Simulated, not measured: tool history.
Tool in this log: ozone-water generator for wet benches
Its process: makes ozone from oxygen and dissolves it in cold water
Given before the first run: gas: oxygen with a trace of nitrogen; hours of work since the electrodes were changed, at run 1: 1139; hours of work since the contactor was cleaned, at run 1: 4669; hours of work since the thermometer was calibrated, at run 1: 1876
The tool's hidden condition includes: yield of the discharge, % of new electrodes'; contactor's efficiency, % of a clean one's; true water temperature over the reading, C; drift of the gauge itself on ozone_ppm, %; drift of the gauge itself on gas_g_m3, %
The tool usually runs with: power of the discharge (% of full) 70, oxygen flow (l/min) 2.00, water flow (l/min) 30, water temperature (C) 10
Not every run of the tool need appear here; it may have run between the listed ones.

run   hour  power of the discharge (% of full)  oxygen flow (l/min)  water flow (l/min)  water temperature (C)  hours of work since the electrodes were changed  hours of work since the contactor was cleaned  hours of work since the thermometer was calibrated  dissolved ozone (ppm)  ozone in the gas ahead of the water (g/m3)
  1    0.0                                  70                 2.00                  30                     10                                             1139                                           4669                                                1876                   10.0                                       252.8
  2   26.6                                  70                 2.00                  30                     10                                             1159                                           4689                                                1896                   10.2                                       252.7
  3   46.9                                  70                 2.10                  30                     10                                             1174                                           4705                                                1911                   10.2                                       249.0
  4   85.5                                  70                 1.57                  30                     10                                             1203                                           4733                                                1940                    9.3                                       291.7
  5  112.0                                  70                 1.57                  30                     10                                             1223                                           4753                                                1960                    9.2                                       291.1
  6  128.0                                  70                 2.00                  48                     10                                             1235                                           4765                                                1972                    5.5                                       255.2
  7  162.2                                  54                 2.00                  30                     10                                             1260                                           4791                                                1998                    8.3                                       208.8
  8  178.6                                  54                 2.00                  30                     10                                             1273                                           4803                                                2010                    8.4                                       209.5
     192.2  -- contactor cleaned
  9  205.6                                  54                 1.29                  30                     10                                             1290                                             10                                                2027                    7.6                                       270.2
 10  221.6                                  54                 1.29                  30                     10                                             1302                                             22                                                2039                    7.6                                       269.2
 11  248.2                                  54                 1.29                  30                     10                                             1322                                             42                                                2059                    7.6                                       270.9
 12  284.7                                  54                 1.29                  30                     10                                             1349                                             69                                                2086                    7.7                                       266.7
 13  314.8                                  54                 1.29                  30                     10                                             1372                                             92                                                2109                    7.4                                       266.1
 14  335.9                                  70                 2.00                  30                     10                                             1388                                            108                                                2125                   10.7                                       254.8
 15  369.7                                  70                 2.00                  30                     10                                             1413                                            133                                                2150                   10.5                                       253.0
 16  406.5                                  70                 3.03                  30                     10                                             1441                                            161                                                2178                   11.5                                       200.3
 17  422.9                                  70                 1.00                  42                      7                                             1453                                            173                                                2190                    5.4                                       374.3
 18  455.5                                  70                 3.56                  30                     10                                             1477                                            198                                                2215                   12.2                                       184.0
 19  481.4                                  70                 3.56                  30                      8                                             1497                                            217                                                2234                   12.4                                       181.9
 20  509.2                                  49                 1.18                  26                      6                                             1518                                            238                                                2255                    7.9                                       261.4
 21  543.2                                  93                 1.14                  30                      5                                             1543                                            263                                                2280                   10.7                                       424.8
 22  576.3                                  90                 1.18                  26                     11                                             1568                                            288                                                2305                   12.3                                       404.3
 23  603.1                                  90                 1.18                  26                     11                                             1588                                            308                                                2325                   12.7                                       406.1
 24  635.6                                  67                 1.49                  22                     10                                             1613                                            333                                                2350                   13.3                                       288.8
 25  666.1                                  67                 1.49                  22                     10                                             1636                                            356                                                2373                   13.1                                       287.3
 26  685.7                                  67                 1.49                  22                     10                                             1650                                            370                                                2387                   13.3                                       289.4
 27  703.2                                  67                 1.49                  22                     10                                             1663                                            383                                                2401                   13.2                                       285.1
 28  740.4                                  67                 3.15                  24                     10                                             1691                                            411                                                2428                   14.5                                       189.9
 29  766.9                                  67                 3.15                  24                     10                                             1711                                            431                                                2448                   14.6                                       187.5
 30  785.8                                  67                 3.15                  24                     10                                             1725                                            445                                                2462                   14.3                                       188.8
 31  802.2                                  67                 3.15                  24                     10                                             1738                                            458                                                2475                   14.4                                       188.7
 32  818.2                                  67                 3.15                  21                     10                                             1750                                            470                                                2487                   16.4                                       189.4

Hidden state at the last listed run before each entry between runs and at the first one after, where it differs:
Between runs 8 and 9: contactor cleaned (hour 192.2)
  contactor's efficiency, % of a clean one's: 89.9 -> 99.8
  the result without the hidden state subtracted from the measured one, dissolved ozone (ppm): -0.8 -> -0.2; ozone in the gas ahead of the water (g/m3): -6.1 -> -7.9
